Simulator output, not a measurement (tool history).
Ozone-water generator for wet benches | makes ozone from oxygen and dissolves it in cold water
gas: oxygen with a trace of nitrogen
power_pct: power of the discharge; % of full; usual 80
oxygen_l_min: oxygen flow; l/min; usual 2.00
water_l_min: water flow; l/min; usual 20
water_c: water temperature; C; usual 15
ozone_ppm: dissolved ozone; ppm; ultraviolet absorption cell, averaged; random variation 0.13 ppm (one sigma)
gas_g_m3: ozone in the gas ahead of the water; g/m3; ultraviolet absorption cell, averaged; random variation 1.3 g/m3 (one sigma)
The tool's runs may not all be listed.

run	day	power_pct	oxygen_l_min	water_l_min	water_c	ozone_ppm	gas_g_m3
1	0.000	80	2.00	20	15	10.9	231.4
2	3.129	80	2.00	20	8	11.8	228.7
# day 4.633: contactor cleaned
3	5.333	80	1.04	20	8	8.4	314.2
4	7.629	80	2.00	20	15	10.5	233.3
# day 9.938: contactor cleaned, once more
5	11.112	80	2.00	20	15	12.5	230.3
6	13.904	80	2.00	20	12	12.5	233.6
7	17.088	80	2.00	20	12	12.4	230.5
8	19.646	80	2.00	14	12	17.1	231.6
9	21.275	80	2.00	14	12	17.1	230.4
10	23.338	80	2.00	14	13	17.0	229.6
11	26.671	80	2.00	14	13	17.1	227.7
12	28.879	41	2.00	20	15	6.7	124.0
13	31.983	41	2.00	20	15	6.7	124.8
14	35.071	41	2.00	20	15	6.8	124.6
15	38.708	80	2.00	20	7	12.4	227.2
16	40.733	80	2.00	20	15	11.9	225.4
17	42.862	50	2.00	20	11	7.8	150.2
18	46.517	50	2.00	20	11	7.9	149.3
19	50.108	47	2.00	15	17	9.3	143.2
20	52.017	66	1.32	12	8	14.8	229.8
21	53.742	64	1.32	12	8	14.2	222.6
22	57.012	64	1.32	19	12	8.8	222.4
23	58.658	71	2.00	20	15	10.6	201.1
24	61.929	80	2.00	20	8	12.1	221.3
25	64.275	80	2.76	20	20	12.2	193.0
26	66.342	80	2.00	20	9	12.1	223.2
27	68.288	44	1.04	20	9	5.6	178.2
28	71.575	44	1.04	20	9	5.6	176.5
29	74.025	44	1.04	20	9	5.6	178.5
30	75.679	44	1.04	20	9	5.6	177.4
31	77.729	80	2.00	20	8	11.9	220.2
32	79.558	80	2.00	15	8	15.7	219.3

The same runs without the tool's hidden state, with the same run-to-run variation:
The hidden state here: yield of the discharge, % of new electrodes'; contactor's efficiency, % of a clean one's; true water temperature over the reading, C; drift of the gauge itself on ozone_ppm, %; drift of the gauge itself on gas_g_m3, %.
run	ozone_ppm	gas_g_m3
1	12.5	241.2
2	13.6	239.0
3	10.3	328.6
4	13.0	244.4
5	13.2	241.8
6	13.2	245.7
7	13.1	243.0
8	18.2	244.6
9	18.2	243.7
10	18.1	243.1
11	18.3	241.7
12	6.9	127.5
13	7.0	128.4
14	7.1	128.4
15	13.5	243.2
16	12.9	241.6
17	8.3	156.9
18	8.5	156.3
19	9.9	149.5
20	16.1	245.4
21	15.4	237.4
22	9.6	237.7
23	11.6	216.6
24	13.5	241.1
25	13.6	210.4
26	13.5	243.7
27	6.0	186.5
28	6.0	185.0
29	6.0	187.2
30	6.0	186.2
31	13.5	242.4
32	17.9	241.7
